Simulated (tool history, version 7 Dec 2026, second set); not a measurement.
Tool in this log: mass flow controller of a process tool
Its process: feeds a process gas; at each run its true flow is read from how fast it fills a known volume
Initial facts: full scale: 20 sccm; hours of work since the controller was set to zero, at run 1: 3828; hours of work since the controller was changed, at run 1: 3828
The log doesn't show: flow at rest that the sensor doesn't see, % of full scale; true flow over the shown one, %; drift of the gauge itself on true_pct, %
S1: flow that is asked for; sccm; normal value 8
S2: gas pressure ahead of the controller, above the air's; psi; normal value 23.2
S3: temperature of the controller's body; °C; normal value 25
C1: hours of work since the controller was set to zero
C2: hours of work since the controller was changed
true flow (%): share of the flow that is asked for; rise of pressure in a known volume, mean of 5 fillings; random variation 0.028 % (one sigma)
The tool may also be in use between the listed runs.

{"run": 1, "hour": 0.0, "S1": 8, "S2": 23.2, "S3": 25, "C1": 3828, "C2": 3828, "true flow (%)": 99.27}
{"run": 2, "hour": 156.9, "S1": 8, "S2": 23.2, "S3": 25, "C1": 3947, "C2": 3947, "true flow (%)": 99.17}
{"run": 3, "hour": 319.5, "S1": 8, "S2": 23.2, "S3": 25, "C1": 4071, "C2": 4071, "true flow (%)": 99.24}
{"run": 4, "hour": 423.4, "S1": 8, "S2": 23.2, "S3": 25, "C1": 4149, "C2": 4149, "true flow (%)": 99.19}
{"run": 5, "hour": 595.5, "S1": 8, "S2": 23.2, "S3": 25, "C1": 4280, "C2": 4280, "true flow (%)": 99.21}
{"run": 6, "hour": 738.6, "S1": 19, "S2": 23.2, "S3": 25, "C1": 4389, "C2": 4389, "true flow (%)": 100.19}
{"run": 7, "hour": 815.6, "S1": 8, "S2": 23.2, "S3": 25, "C1": 4447, "C2": 4447, "true flow (%)": 99.28}
{"run": 8, "hour": 919.4, "S1": 8, "S2": 23.2, "S3": 25, "C1": 4526, "C2": 4526, "true flow (%)": 99.24}
{"run": 9, "hour": 1084.8, "S1": 8, "S2": 23.2, "S3": 25, "C1": 4652, "C2": 4652, "true flow (%)": 99.25}
{"run": 10, "hour": 1190.7, "S1": 8, "S2": 23.2, "S3": 25, "C1": 4732, "C2": 4732, "true flow (%)": 99.22}
{"run": 11, "hour": 1293.8, "S1": 8, "S2": 23.2, "S3": 25, "C1": 4811, "C2": 4811, "true flow (%)": 99.23}
{"run": 12, "hour": 1448.5, "S1": 3, "S2": 23.2, "S3": 25, "C1": 4928, "C2": 4928, "true flow (%)": 100.36}
{"run": 13, "hour": 1605.6, "S1": 3, "S2": 23.2, "S3": 25, "C1": 5047, "C2": 5047, "true flow (%)": 100.35}
{"run": 14, "hour": 1729.5, "S1": 3, "S2": 23.2, "S3": 25, "C1": 5142, "C2": 5142, "true flow (%)": 100.45}
{"run": 15, "hour": 1898.8, "S1": 3, "S2": 23.2, "S3": 25, "C1": 5270, "C2": 5270, "true flow (%)": 100.46}
{"run": 16, "hour": 2056.7, "S1": 3, "S2": 23.2, "S3": 25, "C1": 5390, "C2": 5390, "true flow (%)": 100.52}
{"run": 17, "hour": 2219.4, "S1": 8, "S2": 23.2, "S3": 25, "C1": 5514, "C2": 5514, "true flow (%)": 99.31}
{"run": 18, "hour": 2294.2, "S1": 8, "S2": 24.5, "S3": 25, "C1": 5571, "C2": 5571, "true flow (%)": 99.32}
{"run": 19, "hour": 2365.2, "S1": 8, "S2": 24.5, "S3": 25, "C1": 5624, "C2": 5624, "true flow (%)": 99.34}
{"run": 20, "hour": 2460.0, "S1": 8, "S2": 23.2, "S3": 25, "C1": 5696, "C2": 5696, "true flow (%)": 99.3}
{"run": 21, "hour": 2596.0, "S1": 8, "S2": 23.2, "S3": 25, "C1": 5800, "C2": 5800, "true flow (%)": 99.34}
{"run": 22, "hour": 2712.4, "S1": 8, "S2": 22.6, "S3": 25, "C1": 5888, "C2": 5888, "true flow (%)": 99.37}
{"run": 23, "hour": 2856.6, "S1": 8, "S2": 22.6, "S3": 25, "C1": 5998, "C2": 5998, "true flow (%)": 99.38}
{"run": 24, "hour": 2992.5, "S1": 8, "S2": 22.5, "S3": 25, "C1": 6101, "C2": 6101, "true flow (%)": 99.42}
{"run": 25, "hour": 3124.9, "S1": 4, "S2": 23.1, "S3": 37, "C1": 6202, "C2": 6202, "true flow (%)": 100.61}
{"run": 26, "hour": 3265.8, "S1": 8, "S2": 23.2, "S3": 22, "C1": 6309, "C2": 6309, "true flow (%)": 99.32}
{"run": 27, "hour": 3334.9, "S1": 14, "S2": 20.5, "S3": 25, "C1": 6361, "C2": 6361, "true flow (%)": 99.67}
{"run": 28, "hour": 3428.7, "S1": 3, "S2": 31.9, "S3": 23, "C1": 6432, "C2": 6432, "true flow (%)": 100.69}
{"run": 29, "hour": 3530.5, "S1": 8, "S2": 27.4, "S3": 35, "C1": 6510, "C2": 6510, "true flow (%)": 99.73}
{"run": 30, "hour": 3660.2, "S1": 8, "S2": 27.4, "S3": 35, "C1": 6608, "C2": 6608, "true flow (%)": 99.76}
{"run": 31, "hour": 3766.3, "S1": 8, "S2": 27.4, "S3": 35, "C1": 6689, "C2": 6689, "true flow (%)": 99.72}
{"hour": 3774.3, "done": "controller's zero set anew"}
{"run": 32, "hour": 3873.4, "S1": 5, "S2": 26.5, "S3": 22, "C1": 75, "C2": 6770, "true flow (%)": 100.02}
{"run": 33, "hour": 4021.0, "S1": 8, "S2": 21.0, "S3": 24, "C1": 187, "C2": 6882, "true flow (%)": 99.7}
{"run": 34, "hour": 4138.0, "S1": 8, "S2": 21.0, "S3": 24, "C1": 276, "C2": 6971, "true flow (%)": 99.72}
{"hour": 4182.8, "done": "controller's zero set anew, once more"}
{"run": 35, "hour": 4299.5, "S1": 8, "S2": 21.0, "S3": 38, "C1": 89, "C2": 7093, "true flow (%)": 98.59}
{"run": 36, "hour": 4383.3, "S1": 5, "S2": 23.2, "S3": 25, "C1": 152, "C2": 7157, "true flow (%)": 97.64}
{"run": 37, "hour": 4456.5, "S1": 5, "S2": 29.4, "S3": 29, "C1": 208, "C2": 7212, "true flow (%)": 97.68}
{"run": 38, "hour": 4599.5, "S1": 11, "S2": 30.0, "S3": 20, "C1": 317, "C2": 7321, "true flow (%)": 98.11}
{"run": 39, "hour": 4760.7, "S1": 9, "S2": 21.2, "S3": 38, "C1": 439, "C2": 7443, "true flow (%)": 98.82}
{"run": 40, "hour": 4882.4, "S1": 10, "S2": 23.2, "S3": 25, "C1": 531, "C2": 7536, "true flow (%)": 98.38}
{"run": 41, "hour": 5013.3, "S1": 10, "S2": 23.2, "S3": 25, "C1": 631, "C2": 7635, "true flow (%)": 98.31}
{"run": 42, "hour": 5152.1, "S1": 8, "S2": 24.4, "S3": 28, "C1": 736, "C2": 7741, "true flow (%)": 98.17}
{"run": 43, "hour": 5317.4, "S1": 7, "S2": 38.1, "S3": 23, "C1": 862, "C2": 7866, "true flow (%)": 97.61}
{"run": 44, "hour": 5388.4, "S1": 7, "S2": 38.1, "S3": 23, "C1": 916, "C2": 7920, "true flow (%)": 97.55}
{"run": 45, "hour": 5524.4, "S1": 7, "S2": 38.1, "S3": 23, "C1": 1019, "C2": 8023, "true flow (%)": 97.6}
{"run": 46, "hour": 5670.1, "S1": 2, "S2": 36.3, "S3": 26, "C1": 1130, "C2": 8134, "true flow (%)": 97.69}
{"run": 47, "hour": 5819.2, "S1": 2, "S2": 36.3, "S3": 23, "C1": 1243, "C2": 8247, "true flow (%)": 97.64}
{"run": 48, "hour": 5946.9, "S1": 4, "S2": 35.8, "S3": 21, "C1": 1340, "C2": 8344, "true flow (%)": 97.42}

Here are 3 independent what-if runs from the current tool condition. What would each one return?
{"run": "A", "hour": 6080.8, "S1": 3, "S2": 31.0, "S3": 25, "C1": 1442, "C2": 8446, "true flow (%)": "?"}
{"run": "B", "hour": 6080.8, "S1": 4, "S2": 23.2, "S3": 27, "C1": 1442, "C2": 8446, "true flow (%)": "?"}
{"run": "C", "hour": 6080.8, "S1": 4, "S2": 39.9, "S3": 21, "C1": 1442, "C2": 8446, "true flow (%)": "?"}

run=A true_flow_(%)=97.72
run=B true_flow_(%)=97.98
run=C true_flow_(%)=97.33
The same runs, with their run-to-run variation unchanged, on a tool lacking any hidden condition would have given:
run=A true_flow_(%)=97.65
run=B true_flow_(%)=98.09
run=C true_flow_(%)=97.44

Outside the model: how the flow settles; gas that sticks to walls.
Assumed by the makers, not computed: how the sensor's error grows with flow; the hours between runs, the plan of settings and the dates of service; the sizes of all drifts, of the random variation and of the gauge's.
